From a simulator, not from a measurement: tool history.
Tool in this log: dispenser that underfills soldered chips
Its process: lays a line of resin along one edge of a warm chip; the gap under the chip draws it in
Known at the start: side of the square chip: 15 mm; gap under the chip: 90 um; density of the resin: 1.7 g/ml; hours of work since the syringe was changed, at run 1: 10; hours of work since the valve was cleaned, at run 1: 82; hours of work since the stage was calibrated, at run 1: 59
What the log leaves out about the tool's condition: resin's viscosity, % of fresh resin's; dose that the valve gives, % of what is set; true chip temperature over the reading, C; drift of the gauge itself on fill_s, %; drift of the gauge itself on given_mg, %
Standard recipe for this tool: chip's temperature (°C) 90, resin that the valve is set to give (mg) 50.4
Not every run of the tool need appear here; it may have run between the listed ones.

run	hour	chip's temperature (°C)	resin that the valve is set to give (mg)	hours of work since the syringe was changed	hours of work since the valve was cleaned	hours of work since the stage was calibrated	time until the resin shows at the far edge (s)	resin that the valve gave (mg)
1	0	90	50.4	10	82	59	284.5	47.02
# hour 0.7: new syringe of resin
2	9.3	103	50.4	7	90	66	127.4	46.81
# hour 14.8: new syringe of resin
3	17.1	103	50.4	2	96	72	93.2	46.73
4	24.2	103	50.4	8	101	78	134.1	46.53
# hour 28.7: new syringe of resin
5	32.4	100	50.4	3	108	84	110.2	46.22
6	40.5	100	50.4	9	114	90	170.3	45.81
# hour 43: new syringe of resin
7	46.4	90	50.4	3	119	95	168.1	45.77
8	53.7	90	50.4	9	124	101	250.8	45.5
# hour 57.3: new syringe of resin
# hour 61.7: dispensing valve cleaned and set on the balance
9	61.9	90	50.4	3	0	106	165.4	50.27
10	69.7	90	50.4	9	6	112	249.7	49.98
# hour 72.7: new syringe of resin
11	79.1	90	50.4	5	14	120	186.6	50.29
# hour 86.9: new syringe of resin
12	86.9	90	50.4	0	20	126	132.9	49.4
13	94.4	90	50.4	6	26	132	204	49.1
14	100.2	90	50.4	11	30	136	278.6	48.82
# hour 101.2: new syringe of resin
15	106.5	90	50.4	4	35	141	180.3	49.22
# hour 115.1: new syringe of resin
16	115.8	90	59.5	1	42	148	134.9	57.28
17	123.4	99	50.4	7	48	154	143.8	48.23
# hour 129.3: new syringe of resin
18	131.4	99	50.4	2	54	160	105.6	48.58
19	139.6	91	46.9	8	61	167	235.6	44.52
# hour 143.2: new syringe of resin
20	147.6	81	60.2	3	67	173	249.8	57.1
# hour 157.5: new syringe of resin
21	157.5	83	54.5	0	75	181	184.2	51.43
22	166.6	86	55.1	7	82	188	259.6	52.04
# hour 171.4: new syringe of resin
23	174.7	86	55.1	3	88	194	193.9	51.33
24	181.6	88	49.4	8	94	200	263.1	45.91
# hour 186: new syringe of resin
25	187.7	88	49.4	1	99	205	161.5	45.35
26	197.1	91	49.4	9	106	212	239	45.41
# hour 199.9: new syringe of resin
27	206.6	97	49	5	113	219	147.1	44.74
# hour 214: new syringe of resin
28	214.6	97	49	1	120	226	102.9	44.15
29	219.4	79	61.8	4	123	229	282.3	55.85
30	225.8	79	61.8	9	128	234	408.3	55.64
# hour 228.3: dispensing valve cleaned and set on the balance
# hour 229.1: new syringe of resin
31	234.7	79	61.8	5	5	241	283.9	60.84
# hour 243: new syringe of resin
32	243	89	49.6	0	11	247	133.4	48.93
33	251.2	101	62.5	7	18	254	125.8	61.75
# hour 257.1: new syringe of resin
34	261.3	101	62.5	3	26	261	100	61
35	268.4	101	62.5	9	31	267	149	60.49

Below, some changes in time until the resin shows at the far edge (s) between adjacent runs. For each, the amount present without the hidden state too (settings, incoming material, random variation) and the amount remaining for the hidden state with gauge scatter not shared by both compared results:
Run 1 -> 2: chip's temperature (°C) 90 -> 103, new syringe of resin. time until the resin shows at the far edge (s) -157.1: hidden state -96.9, all else -60.2.
Run 21 -> 22: chip's temperature (°C) 83 -> 86, resin that the valve is set to give (mg) 54.5 -> 55.1. time until the resin shows at the far edge (s) +75.4: hidden state +102, all else -26.6.
Run 28 -> 29: chip's temperature (°C) 97 -> 79, resin that the valve is set to give (mg) 49 -> 61.8. time until the resin shows at the far edge (s) +179.4: hidden state +60.5, all else +118.9.
Run 29 -> 30: no setting changed, nothing entered. time until the resin shows at the far edge (s) +126: hidden state +121.4, all else +4.6.
Run 30 -> 31: dispensing valve cleaned and set on the balance, new syringe of resin. time until the resin shows at the far edge (s) -124.4: hidden state -119.7, all else -4.7.
Run 31 -> 32: chip's temperature (°C) 79 -> 89, resin that the valve is set to give (mg) 61.8 -> 49.6, new syringe of resin. time until the resin shows at the far edge (s) -150.5: hidden state -70.6, all else -79.9.

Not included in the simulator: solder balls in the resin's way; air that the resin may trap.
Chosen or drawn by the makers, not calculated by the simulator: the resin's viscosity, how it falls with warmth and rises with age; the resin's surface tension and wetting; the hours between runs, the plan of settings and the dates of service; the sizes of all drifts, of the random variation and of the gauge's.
